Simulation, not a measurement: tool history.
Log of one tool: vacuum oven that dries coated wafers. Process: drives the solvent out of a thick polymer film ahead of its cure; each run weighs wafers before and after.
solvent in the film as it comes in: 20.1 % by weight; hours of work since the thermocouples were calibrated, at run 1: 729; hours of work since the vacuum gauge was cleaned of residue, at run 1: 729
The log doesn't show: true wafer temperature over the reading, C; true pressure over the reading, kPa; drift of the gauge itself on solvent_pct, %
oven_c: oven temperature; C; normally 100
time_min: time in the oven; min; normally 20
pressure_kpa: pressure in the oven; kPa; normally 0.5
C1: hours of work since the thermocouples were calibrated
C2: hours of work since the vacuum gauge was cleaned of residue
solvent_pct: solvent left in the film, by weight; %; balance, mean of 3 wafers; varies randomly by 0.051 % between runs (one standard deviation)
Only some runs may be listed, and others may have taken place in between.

Run 1, hour 0: usual settings; C1 729; C2 729. Result: solvent_pct 1.19 %.
Run 2, hour 77.5: usual settings; C1 784; C2 784. Result: solvent_pct 1.23 %.
Run 3, hour 128.7: usual settings; C1 820; C2 820. Result: solvent_pct 1.25 %.
Run 4, hour 234.9: usual settings; C1 894; C2 894. Result: solvent_pct 1.33 %.
Run 5, hour 338.9: usual settings but oven_c 97 C; C1 968; C2 968. Result: solvent_pct 2.04 %.
Run 6, hour 427.2: usual settings but time_min 12 min; C1 1030; C2 1030. Result: solvent_pct 3.48 %.
Run 7, hour 508.2: usual settings but pressure_kpa 0.387 kPa; C1 1087; C2 1087. Result: solvent_pct 1.31 %.
Run 8, hour 629.8: usual settings; C1 1172; C2 1172. Result: solvent_pct 1.47 %.
Run 9, hour 732.5: usual settings but time_min 28 min; C1 1245; C2 1245. Result: solvent_pct 0.79 %.
Run 10, hour 851.9: usual settings but time_min 28 min; C1 1329; C2 1329. Result: solvent_pct 0.7 %.
Run 11, hour 961.9: usual settings; C1 1406; C2 1406. Result: solvent_pct 1.54 %.
Run 12, hour 1047.4: usual settings but time_min 16 min; C1 1466; C2 1466. Result: solvent_pct 2.39 %.
Run 13, hour 1157.4: usual settings but pressure_kpa 1.318 kPa; C1 1544; C2 1544. Result: solvent_pct 1.92 %.
Run 14, hour 1279.8: usual settings; C1 1630; C2 1630. Result: solvent_pct 1.56 %.
Run 15, hour 1341.3: usual settings but pressure_kpa 0.775 kPa; C1 1673; C2 1673. Result: solvent_pct 1.81 %.
At hour 1361.2: oven's thermocouples calibrated.
Run 16, hour 1443.1: usual settings; C1 58; C2 1743. Result: solvent_pct 2.2 %.
Run 17, hour 1542.9: usual settings; C1 128; C2 1813. Result: solvent_pct 2.2 %.
Run 18, hour 1663.2: usual settings but oven_c 89 C; C1 212; C2 1898. Result: solvent_pct 6.01 %.
Run 19, hour 1725: usual settings but oven_c 89 C, pressure_kpa 0.529 kPa; C1 256; C2 1942. Result: solvent_pct 5.79 %.
At hour 1831.8: oven's thermocouples calibrated, once more.
Run 20, hour 1842.2: usual settings; C1 7; C2 2023. Result: solvent_pct 1.1 %.
Run 21, hour 1964: usual settings; C1 93; C2 2108. Result: solvent_pct 1.12 %.
Run 22, hour 2055.6: usual settings; C1 158; C2 2173. Result: solvent_pct 1.1 %.
Run 23, hour 2150.5: usual settings; C1 224; C2 2240. Result: solvent_pct 1.17 %.
Run 24, hour 2262.7: usual settings but pressure_kpa 0.356 kPa; C1 303; C2 2319. Result: solvent_pct 1.19 %.
Run 25, hour 2337: usual settings but time_min 26 min, pressure_kpa 0.313 kPa; C1 356; C2 2371. Result: solvent_pct 0.69 %.
Run 26, hour 2424: usual settings but time_min 26 min, pressure_kpa 0.313 kPa; C1 417; C2 2432. Result: solvent_pct 0.62 %.
Run 27, hour 2518.8: usual settings but oven_c 114 C; C1 483; C2 2499. Result: solvent_pct 0.21 %.
Run 28, hour 2601.8: usual settings but oven_c 112 C, time_min 24 min, pressure_kpa 0.891 kPa; C1 542; C2 2557. Result: solvent_pct 0.42 %.
Run 29, hour 2664.8: usual settings but oven_c 112 C, time_min 24 min, pressure_kpa 0.891 kPa; C1 586; C2 2602. Result: solvent_pct 0.34 %.
Run 30, hour 2744.5: usual settings but time_min 32 min, pressure_kpa 1.878 kPa; C1 642; C2 2658. Result: solvent_pct 1.09 %.
Run 31, hour 2840.7: usual settings but time_min 32 min, pressure_kpa 1.878 kPa; C1 710; C2 2725. Result: solvent_pct 1.1 %.
Run 32, hour 2950.2: usual settings but oven_c 86 C, pressure_kpa 0.479 kPa; C1 787; C2 2802. Result: solvent_pct 5.55 %.
Run 33, hour 3010.3: usual settings but time_min 30 min, pressure_kpa 0.441 kPa; C1 829; C2 2845. Result: solvent_pct 0.65 %.
Run 34, hour 3068.6: usual settings but oven_c 91 C, time_min 12 min; C1 870; C2 2886. Result: solvent_pct 6.6 %.
Run 35, hour 3185.6: usual settings but oven_c 91 C, time_min 15 min; C1 953; C2 2968. Result: solvent_pct 5.3 %.
Run 36, hour 3263.1: usual settings but oven_c 111 C, time_min 12 min, pressure_kpa 1.445 kPa; C1 1007; C2 3023. Result: solvent_pct 1.3 %.
Run 37, hour 3324: usual settings but oven_c 101 C, time_min 12 min, pressure_kpa 0.496 kPa; C1 1050; C2 3065. Result: solvent_pct 3.32 %.
Run 38, hour 3435.6: usual settings but oven_c 106 C, time_min 18 min, pressure_kpa 0.424 kPa; C1 1129; C2 3144. Result: solvent_pct 0.86 %.
Run 39, hour 3556.6: usual settings but oven_c 106 C, time_min 18 min, pressure_kpa 0.424 kPa; C1 1214; C2 3229. Result: solvent_pct 0.88 %.
Run 40, hour 3662: usual settings but oven_c 87 C, pressure_kpa 1.455 kPa; C1 1288; C2 3303. Result: solvent_pct 5.8 %.

Run 41 comes next. What will it give?
Run 41, hour 3756.9: usual settings but time_min 12 min, pressure_kpa 0.753 kPa; C1 1355; C2 3370. Result: solvent_pct ?.

solvent_pct: 3.85 %
The same run, on a tool lacking any hidden state, would have yielded solvent_pct 2.9 %.
